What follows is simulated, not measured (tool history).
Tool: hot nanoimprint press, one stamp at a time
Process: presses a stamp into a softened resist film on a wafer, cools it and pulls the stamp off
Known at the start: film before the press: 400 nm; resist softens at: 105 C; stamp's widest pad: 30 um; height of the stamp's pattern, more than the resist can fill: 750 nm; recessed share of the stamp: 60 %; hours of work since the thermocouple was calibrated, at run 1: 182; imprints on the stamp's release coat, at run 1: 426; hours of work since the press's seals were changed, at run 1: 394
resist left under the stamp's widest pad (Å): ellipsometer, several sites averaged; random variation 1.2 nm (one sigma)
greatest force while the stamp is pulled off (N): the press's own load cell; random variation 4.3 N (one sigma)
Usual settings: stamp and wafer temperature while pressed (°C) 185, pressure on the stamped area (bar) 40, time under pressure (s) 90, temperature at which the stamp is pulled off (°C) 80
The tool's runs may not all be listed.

run,day,stamp and wafer temperature while pressed (°C),pressure on the stamped area (bar),time under pressure (s),temperature at which the stamp is pulled off (°C),hours of work since the thermocouple was calibrated,imprints on the stamp's release coat,hours of work since the press's seals were changed,resist left under the stamp's widest pad (Å),greatest force while the stamp is pulled off (N)
1,0,185,40,90,80,182,426,394,2281,239
2,0.792,185,40,101,80,195,498,406,2200,248
3,1.371,185,40,90,80,204,550,416,2302,255
4,2.588,185,40,90,80,224,659,435,2299,274
5,3.504,185,40,90,80,238,742,450,2304,278
6,4.158,181,40,90,80,249,800,460,2678,283

Forecast run 7:
7,4.862,185,40,90,80,260,864,472,?,?

{"run 7": {"resist left under the stamp's widest pad (Å)": 2325, "greatest force while the stamp is pulled off (N)": 284}}
Without the tool's hidden state the same run would have given resist left under the stamp's widest pad (Å) 2208, greatest force while the stamp is pulled off (N) 210.
